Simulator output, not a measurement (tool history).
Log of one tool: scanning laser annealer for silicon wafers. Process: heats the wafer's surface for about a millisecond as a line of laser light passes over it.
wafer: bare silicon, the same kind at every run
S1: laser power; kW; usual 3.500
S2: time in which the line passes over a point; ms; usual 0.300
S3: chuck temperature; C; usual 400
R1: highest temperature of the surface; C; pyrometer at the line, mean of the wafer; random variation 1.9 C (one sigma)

run,day,S1,S2,S3,R1
1,0.000,3.500,0.300,400,1190
2,0.629,3.500,0.300,409,1193
3,1.125,3.500,0.300,400,1191
4,1.533,3.500,0.300,400,1188
5,1.946,3.500,0.300,400,1187
6,2.504,3.500,0.300,400,1189
7,3.204,3.500,0.300,400,1191
8,3.712,3.500,0.300,400,1190
9,4.446,3.500,0.300,366,1156
10,4.954,3.500,0.300,400,1191
11,5.462,3.500,0.300,400,1190
12,6.042,3.129,0.300,400,1098
13,6.612,3.129,0.300,400,1096
14,7.396,3.129,0.300,400,1093
15,8.279,3.129,0.300,400,1095
# day 8.621: window over the wafer cleaned
16,8.962,3.615,0.357,406,1308
17,9.871,3.500,0.257,371,1095
18,10.362,3.500,0.257,418,1140
19,10.821,3.500,0.257,418,1143
20,11.196,3.827,0.343,366,1307
21,11.958,3.827,0.343,406,1347
22,12.338,3.697,0.259,378,1143
23,13.150,3.076,0.354,423,1172
24,13.908,3.076,0.354,423,1175
25,14.283,3.473,0.237,427,1110
26,15.204,3.500,0.241,393,1091
27,16.017,3.500,0.292,382,1161

5 ways to go on from here, each from the tool as it stands after run 27. What would each give?
# day 16.442: optics aligned, line set to its width
A,17.092,3.060,0.268,400,?
# day 16.442: optics aligned, line set to its width
B,17.092,3.804,0.320,382,?
# day 16.442: optics aligned, line set to its width
C,17.092,3.500,0.292,378,?
# day 16.442: optics aligned, line set to its width
D,17.092,3.252,0.320,382,?
# day 16.442: optics aligned, line set to its width
E,17.092,3.386,0.289,400,?

run,R1
A,1034
B,1279
C,1154
D,1136
E,1141
Without the tool's hidden state the same runs would have given:
run,R1
A,1035
B,1279
C,1155
D,1136
E,1141
